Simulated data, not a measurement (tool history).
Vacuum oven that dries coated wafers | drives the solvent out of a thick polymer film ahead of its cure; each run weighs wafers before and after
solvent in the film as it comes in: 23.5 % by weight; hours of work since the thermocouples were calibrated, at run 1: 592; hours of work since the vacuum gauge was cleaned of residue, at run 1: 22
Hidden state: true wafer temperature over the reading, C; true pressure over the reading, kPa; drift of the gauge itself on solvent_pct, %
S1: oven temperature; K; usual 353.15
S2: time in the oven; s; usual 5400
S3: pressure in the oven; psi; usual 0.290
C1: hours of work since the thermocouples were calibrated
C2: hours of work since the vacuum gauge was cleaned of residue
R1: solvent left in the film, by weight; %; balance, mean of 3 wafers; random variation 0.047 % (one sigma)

run 1 hour=0.0 | S1=353.15 S2=5400 S3=0.290 | C1=592 C2=22 | R1=3.13
run 2 hour=12.0 | S1=359.15 S2=5400 S3=0.290 | C1=598 C2=28 | R1=1.74
run 3 hour=22.3 | S1=359.15 S2=5400 S3=0.290 | C1=603 C2=33 | R1=1.82
run 4 hour=33.5 | S1=359.15 S2=5400 S3=0.290 | C1=609 C2=39 | R1=1.75
run 5 hour=49.4 | S1=353.15 S2=5400 S3=0.290 | C1=617 C2=47 | R1=3.22
run 6 hour=57.9 | S1=353.15 S2=5400 S3=0.290 | C1=622 C2=52 | R1=3.04
run 7 hour=70.2 | S1=353.15 S2=5400 S3=0.290 | C1=628 C2=58 | R1=3.08
run 8 hour=84.0 | S1=367.15 S2=2760 S3=0.683 | C1=635 C2=65 | R1=3.37
run 9 hour=95.1 | S1=367.15 S2=2760 S3=0.683 | C1=641 C2=71 | R1=3.35
run 10 hour=104.2 | S1=353.15 S2=8400 S3=0.273 | C1=646 C2=76 | R1=1.48
run 11 hour=120.9 | S1=353.15 S2=8400 S3=0.526 | C1=654 C2=84 | R1=2.17
run 12 hour=128.7 | S1=347.15 S2=2820 S3=0.229 | C1=658 C2=88 | R1=9.06
run 13 hour=139.0 | S1=359.15 S2=5460 S3=0.290 | C1=663 C2=94 | R1=1.79

Forecast each of these 3 alternatives for the next run:
run A hour=155.7 | S1=360.15 S2=6480 S3=0.413 | C1=672 C2=102 | R1=?
run B hour=155.7 | S1=359.15 S2=4680 S3=0.209 | C1=672 C2=102 | R1=?
run C hour=155.7 | S1=361.15 S2=3540 S3=0.290 | C1=672 C2=102 | R1=?

run=A R1=1.46
run=B R1=2.09
run=C R1=3.10
Without the tool's hidden state the same runs would have given:
run=A R1=1.47
run=B R1=2.11
run=C R1=3.14

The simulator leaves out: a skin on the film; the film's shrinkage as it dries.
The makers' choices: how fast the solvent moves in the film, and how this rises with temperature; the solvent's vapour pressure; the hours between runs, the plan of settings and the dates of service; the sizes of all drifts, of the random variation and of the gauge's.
